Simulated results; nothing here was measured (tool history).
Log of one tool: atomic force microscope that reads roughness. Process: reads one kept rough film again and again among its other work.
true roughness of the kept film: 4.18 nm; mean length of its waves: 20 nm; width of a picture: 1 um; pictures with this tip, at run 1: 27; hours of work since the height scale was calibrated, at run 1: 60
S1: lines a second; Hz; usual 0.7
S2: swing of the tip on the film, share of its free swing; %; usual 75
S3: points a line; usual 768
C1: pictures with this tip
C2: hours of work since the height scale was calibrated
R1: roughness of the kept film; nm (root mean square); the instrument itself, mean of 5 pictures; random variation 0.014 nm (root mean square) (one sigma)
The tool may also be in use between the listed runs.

run,hour,S1,S2,S3,C1,C2,R1
1,0,0.7,75,768,27,60,3.156
2,7.4,0.7,75,768,38,63,3.121
3,18.3,0.7,75,768,53,68,3.071
4,34.2,0.7,63,768,75,76,3.086
5,45.8,0.7,63,768,91,81,3.024
6,57.7,0.7,63,768,108,87,2.983
7,65.8,0.7,63,768,119,90,2.961
8,77.3,0.7,63,768,135,96,2.911
9,84.5,0.7,63,768,145,99,2.893
10,92.9,0.7,75,768,156,103,2.779
11,103.9,0.7,75,768,172,108,2.767
12,113.1,0.7,75,768,184,112,2.707
# hour 115.5: height scale calibrated on a step standard
13,120.8,0.7,75,768,194,2,2.683
14,135.6,0.7,75,768,214,9,2.637
15,150,0.7,55,768,234,16,2.684
16,158.5,0.7,75,768,246,20,2.561
17,167.8,0.7,75,768,259,24,2.544
# hour 173.1: height scale calibrated on a step standard, once more
18,179.1,0.7,75,768,273,3,2.499
# hour 189.7: new tip fitted
19,190,0.7,75,768,1,8,3.24
20,198.9,0.7,75,715,13,12,3.164
21,207.3,0.7,75,715,25,16,3.107
22,216,0.68,75,450,37,20,3.092
23,222.5,0.7,82,324,46,23,2.918
24,234.4,0.7,80,714,62,28,2.938
25,241.1,0.7,68,768,72,31,3.045
26,253.3,1.393,89,408,89,37,2.499
27,264.7,3.39,73,391,105,42,2.408
28,279.4,3.39,73,391,125,49,2.387
29,287.1,2.115,81,593,136,53,2.394
30,300.9,3.223,57,423,155,59,2.663
31,315.5,1.291,75,617,175,66,2.581
32,329,2.925,75,379,194,72,2.236
33,343.9,3.464,75,309,215,79,2.114
34,353,0.7,66,790,227,83,2.653
35,360.4,1.123,55,263,238,87,2.583
36,371.2,1.123,55,263,253,92,2.518
37,384.4,1.123,55,263,271,98,2.484
# hour 397.1: new tip fitted
38,397.8,1.123,55,263,1,104,3.215
39,409.2,0.548,55,484,17,109,3.289
40,418,1.183,80,405,29,113,2.927
41,425.4,1.183,66,405,39,117,3.069
42,437.1,0.756,75,666,55,122,3.046

The same runs without the tool's hidden state, with the same run-to-run variation:
The hidden state here: radius of the tip, nm; height scale over the true one, %; drift of the gauge itself on roughness_nm, %.
run,R1
1,3.261
2,3.263
3,3.262
4,3.352
5,3.336
6,3.348
7,3.36
8,3.354
9,3.37
10,3.267
11,3.299
12,3.265
13,3.265
14,3.266
15,3.38
16,3.262
17,3.277
18,3.254
19,3.296
20,3.261
21,3.247
22,3.273
23,3.119
24,3.193
25,3.342
26,2.789
27,2.735
28,2.765
29,2.8
30,3.165
31,3.131
32,2.755
33,2.652
34,3.363
35,3.304
36,3.263
37,3.268
38,3.244
39,3.377
40,3.041
41,3.226
42,3.259
